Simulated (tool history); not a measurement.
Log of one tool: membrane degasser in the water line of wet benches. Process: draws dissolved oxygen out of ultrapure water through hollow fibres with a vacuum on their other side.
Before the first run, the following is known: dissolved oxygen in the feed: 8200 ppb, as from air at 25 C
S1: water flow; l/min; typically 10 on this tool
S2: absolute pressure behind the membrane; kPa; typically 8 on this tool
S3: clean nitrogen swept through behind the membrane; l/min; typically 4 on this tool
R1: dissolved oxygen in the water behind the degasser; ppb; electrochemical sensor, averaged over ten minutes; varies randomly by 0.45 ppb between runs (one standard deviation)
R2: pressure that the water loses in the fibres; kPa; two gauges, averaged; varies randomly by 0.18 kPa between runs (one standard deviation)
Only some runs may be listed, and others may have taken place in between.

| run | hour | S1 | S2 | S3 | R1 | R2 |
|---|---|---|---|---|---|---|
| 1 | 0 | 10 | 8 | 4 | 34 | 33.86 |
| 2 | 55.3 | 10 | 8 | 4 | 34.4 | 33.73 |
| 3 | 120 | 10 | 8 | 4 | 33.4 | 33.58 |
| 4 | 183.8 | 10 | 8 | 4 | 33.5 | 33.73 |
| 5 | 252 | 10 | 8 | 4 | 33.6 | 33.55 |
| 6 | 298.9 | 10 | 8 | 4 | 34.1 | 33.61 |
| 7 | 365.9 | 9 | 8 | 4 | 29.7 | 30.06 |
| 8 | 422.1 | 10 | 10.4 | 4 | 49.7 | 33.54 |
| 9 | 491.8 | 10 | 8 | 4 | 35.3 | 33.72 |
| 10 | 538.5 | 10 | 8 | 4 | 33.9 | 33.66 |
| 11 | 572.5 | 10 | 12.15 | 4 | 59.6 | 33.35 |
| 12 | 616.3 | 10 | 12.15 | 4 | 59 | 33.55 |
| 13 | 663.2 | 10 | 12.15 | 4 | 60.1 | 33.46 |
| 14 | 702.9 | 10 | 8 | 7.69 | 19.9 | 33.81 |
| 15 | 776.2 | 10 | 8 | 4 | 34.3 | 33.4 |
| 16 | 821.4 | 10 | 8 | 4 | 33.1 | 33.78 |
| 17 | 867.2 | 10 | 8 | 4 | 34.1 | 33.58 |
| 18 | 911.5 | 10 | 8 | 4 | 34.5 | 33.71 |
| 19 | 951.8 | 9 | 8.8 | 11.05 | 14.7 | 30.09 |
| 20 | 1030.9 | 9 | 8.8 | 11.05 | 14.1 | 30.5 |
| 21 | 1105.5 | 13 | 8 | 4.42 | 45.4 | 43.84 |
| 22 | 1158.1 | 8 | 10.14 | 5.44 | 27 | 26.78 |
| 23 | 1196.5 | 6 | 12.94 | 4 | 38.1 | 20.29 |
| 24 | 1269.8 | 10 | 8 | 9.48 | 16.9 | 33.48 |
| 25 | 1316.2 | 7 | 8 | 5.17 | 18.4 | 23.86 |
| 26 | 1365.3 | 15 | 8 | 4.12 | 60.2 | 50.53 |
| 27 | 1441.1 | 15 | 11.79 | 3.87 | 98.7 | 50.89 |
| 28 | 1509 | 10 | 19.63 | 3.8 | 110.8 | 33.94 |
| 29 | 1550.1 | 10 | 10.7 | 11.6 | 20.7 | 33.87 |
| 30 | 1617.2 | 10 | 10.7 | 11.6 | 20.2 | 33.62 |
| 31 | 1652.8 | 7 | 8 | 4 | 23.3 | 23.43 |

Some steps in R1 between neighbouring runs. How much of each would the tool show without its hidden state too (settings, what came in, random variation), and how much is left for the hidden state, with any gauge scatter that isn't in both results?
The hidden state here: membrane still open, %; true pressure behind the membrane over the reading, kPa; air that leaks in behind the membrane, l/min; drift of the gauge itself on oxygen_ppb, %; drift of the gauge itself on loss_of_pressure_kpa, %.
Run 13 -> 14: S2 12.15 -> 8, S3 4 -> 7.69. R1 -40.2 ppb: hidden state -0.5, all else -39.7.
Run 20 -> 21: S1 9 -> 13, S2 8.8 -> 8, S3 11.05 -> 4.42. R1 +31.3 ppb: hidden state +1.1, all else +30.2.
Run 25 -> 26: S1 7 -> 15, S3 5.17 -> 4.12. R1 +41.8 ppb: hidden state +2.1, all else +39.7.
Run 28 -> 29: S2 19.63 -> 10.7, S3 3.8 -> 11.6. R1 -90.1 ppb: hidden state -1.6, all else -88.5.

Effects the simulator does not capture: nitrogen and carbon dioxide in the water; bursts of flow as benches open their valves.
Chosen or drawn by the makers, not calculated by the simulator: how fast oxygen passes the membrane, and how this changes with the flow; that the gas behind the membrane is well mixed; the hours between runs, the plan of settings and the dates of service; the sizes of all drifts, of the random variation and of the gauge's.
